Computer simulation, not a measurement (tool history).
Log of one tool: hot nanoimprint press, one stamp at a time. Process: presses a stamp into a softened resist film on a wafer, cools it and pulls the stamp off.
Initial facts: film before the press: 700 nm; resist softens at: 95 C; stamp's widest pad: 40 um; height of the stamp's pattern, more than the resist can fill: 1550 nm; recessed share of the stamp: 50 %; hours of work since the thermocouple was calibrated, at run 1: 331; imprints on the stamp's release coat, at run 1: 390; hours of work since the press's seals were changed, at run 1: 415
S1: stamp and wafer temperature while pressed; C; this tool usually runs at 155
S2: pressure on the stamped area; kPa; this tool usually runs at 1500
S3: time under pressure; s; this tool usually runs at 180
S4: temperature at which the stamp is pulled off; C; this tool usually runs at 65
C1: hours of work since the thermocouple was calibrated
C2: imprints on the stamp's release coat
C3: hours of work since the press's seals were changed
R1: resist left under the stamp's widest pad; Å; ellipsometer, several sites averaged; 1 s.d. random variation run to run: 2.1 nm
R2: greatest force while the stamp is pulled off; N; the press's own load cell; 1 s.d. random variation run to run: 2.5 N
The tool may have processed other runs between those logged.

{"run": 1, "hour": 0.0, "S1": 155, "S2": 1500, "S3": 180, "S4": 65, "C1": 331, "C2": 390, "C3": 415, "R1": 3658, "R2": 137}
{"run": 2, "hour": 14.4, "S1": 155, "S2": 1500, "S3": 180, "S4": 65, "C1": 339, "C2": 423, "C3": 423, "R1": 3655, "R2": 134}
{"run": 3, "hour": 29.6, "S1": 155, "S2": 1500, "S3": 180, "S4": 65, "C1": 348, "C2": 458, "C3": 432, "R1": 3575, "R2": 135}
{"run": 4, "hour": 45.0, "S1": 155, "S2": 1500, "S3": 180, "S4": 65, "C1": 357, "C2": 494, "C3": 441, "R1": 3661, "R2": 138}
{"hour": 67.4, "done": "plate thermocouple calibrated"}
{"run": 5, "hour": 76.2, "S1": 155, "S2": 1500, "S3": 180, "S4": 65, "C1": 5, "C2": 559, "C3": 458, "R1": 3384, "R2": 138}
{"run": 6, "hour": 102.8, "S1": 155, "S2": 1500, "S3": 180, "S4": 65, "C1": 21, "C2": 621, "C3": 473, "R1": 3380, "R2": 142}
{"run": 7, "hour": 136.9, "S1": 155, "S2": 1350, "S3": 180, "S4": 65, "C1": 41, "C2": 700, "C3": 493, "R1": 3533, "R2": 143}
{"run": 8, "hour": 158.8, "S1": 155, "S2": 1350, "S3": 180, "S4": 65, "C1": 54, "C2": 750, "C3": 506, "R1": 3578, "R2": 148}
{"run": 9, "hour": 186.2, "S1": 155, "S2": 1460, "S3": 180, "S4": 65, "C1": 70, "C2": 814, "C3": 522, "R1": 3487, "R2": 152}
{"run": 10, "hour": 212.3, "S1": 155, "S2": 1500, "S3": 180, "S4": 65, "C1": 85, "C2": 874, "C3": 537, "R1": 3462, "R2": 151}
{"run": 11, "hour": 245.5, "S1": 155, "S2": 1500, "S3": 180, "S4": 65, "C1": 104, "C2": 951, "C3": 557, "R1": 3482, "R2": 149}
{"run": 12, "hour": 273.5, "S1": 155, "S2": 1500, "S3": 180, "S4": 65, "C1": 121, "C2": 1015, "C3": 573, "R1": 3474, "R2": 157}
{"run": 13, "hour": 301.1, "S1": 149, "S2": 1500, "S3": 180, "S4": 65, "C1": 137, "C2": 1079, "C3": 589, "R1": 4751, "R2": 159}
{"run": 14, "hour": 325.7, "S1": 149, "S2": 1500, "S3": 180, "S4": 65, "C1": 151, "C2": 1136, "C3": 604, "R1": 4734, "R2": 166}
{"run": 15, "hour": 349.1, "S1": 153, "S2": 1500, "S3": 180, "S4": 65, "C1": 165, "C2": 1190, "C3": 617, "R1": 3921, "R2": 169}
{"run": 16, "hour": 365.8, "S1": 166, "S2": 2260, "S3": 103, "S4": 52, "C1": 175, "C2": 1229, "C3": 627, "R1": 1950, "R2": 204}
{"run": 17, "hour": 395.7, "S1": 166, "S2": 2260, "S3": 103, "S4": 52, "C1": 192, "C2": 1298, "C3": 645, "R1": 1962, "R2": 210}
{"run": 18, "hour": 419.9, "S1": 153, "S2": 2260, "S3": 156, "S4": 52, "C1": 206, "C2": 1354, "C3": 659, "R1": 3546, "R2": 218}
{"run": 19, "hour": 447.6, "S1": 147, "S2": 1500, "S3": 180, "S4": 54, "C1": 223, "C2": 1418, "C3": 675, "R1": 5290, "R2": 218}
{"run": 20, "hour": 480.0, "S1": 167, "S2": 1400, "S3": 180, "S4": 65, "C1": 241, "C2": 1493, "C3": 694, "R1": 1892, "R2": 175}
{"run": 21, "hour": 514.1, "S1": 167, "S2": 1400, "S3": 180, "S4": 65, "C1": 261, "C2": 1572, "C3": 714, "R1": 1922, "R2": 190}
{"run": 22, "hour": 541.2, "S1": 167, "S2": 1250, "S3": 180, "S4": 53, "C1": 277, "C2": 1634, "C3": 730, "R1": 2014, "R2": 227}
{"run": 23, "hour": 564.0, "S1": 166, "S2": 2270, "S3": 112, "S4": 73, "C1": 291, "C2": 1687, "C3": 743, "R1": 1934, "R2": 160}
{"hour": 598.1, "done": "stamp cleaned and given a new release coat"}
{"run": 24, "hour": 598.6, "S1": 155, "S2": 1500, "S3": 106, "S4": 65, "C1": 307, "C2": 1, "C3": 760, "R1": 4301, "R2": 121}
{"run": 25, "hour": 621.2, "S1": 161, "S2": 1500, "S3": 180, "S4": 65, "C1": 321, "C2": 53, "C3": 773, "R1": 2605, "R2": 125}
{"run": 26, "hour": 638.2, "S1": 161, "S2": 1500, "S3": 180, "S4": 65, "C1": 331, "C2": 93, "C3": 783, "R1": 2621, "R2": 122}
{"run": 27, "hour": 656.5, "S1": 157, "S2": 2090, "S3": 180, "S4": 56, "C1": 341, "C2": 135, "C3": 794, "R1": 2890, "R2": 143}
{"run": 28, "hour": 684.3, "S1": 155, "S2": 1500, "S3": 180, "S4": 66, "C1": 358, "C2": 199, "C3": 810, "R1": 3684, "R2": 124}
{"run": 29, "hour": 698.7, "S1": 155, "S2": 1500, "S3": 180, "S4": 66, "C1": 366, "C2": 232, "C3": 818, "R1": 3736, "R2": 129}
{"hour": 705.7, "done": "plate thermocouple calibrated"}
{"run": 30, "hour": 726.1, "S1": 148, "S2": 1910, "S3": 180, "S4": 65, "C1": 12, "C2": 289, "C3": 833, "R1": 4537, "R2": 123}

What if the next run were any one of these 3? Each begins from the tool's condition after run 30:
{"run": "A", "hour": 742.7, "S1": 146, "S2": 1110, "S3": 180, "S4": 56, "C1": 22, "C2": 327, "C3": 842, "R1": "?", "R2": "?"}
{"run": "B", "hour": 742.7, "S1": 148, "S2": 2120, "S3": 180, "S4": 65, "C1": 22, "C2": 327, "C3": 842, "R1": "?", "R2": "?"}
{"run": "C", "hour": 742.7, "S1": 160, "S2": 1910, "S3": 169, "S4": 63, "C1": 22, "C2": 327, "C3": 842, "R1": "?", "R2": "?"}

run=A R1=5701 R2=151
run=B R1=4368 R2=131
run=C R1=2384 R2=133
What these runs would have given with no unlogged condition in the tool:
run=A R1=5616 R2=137
run=B R1=4185 R2=118
run=C R1=2264 R2=120
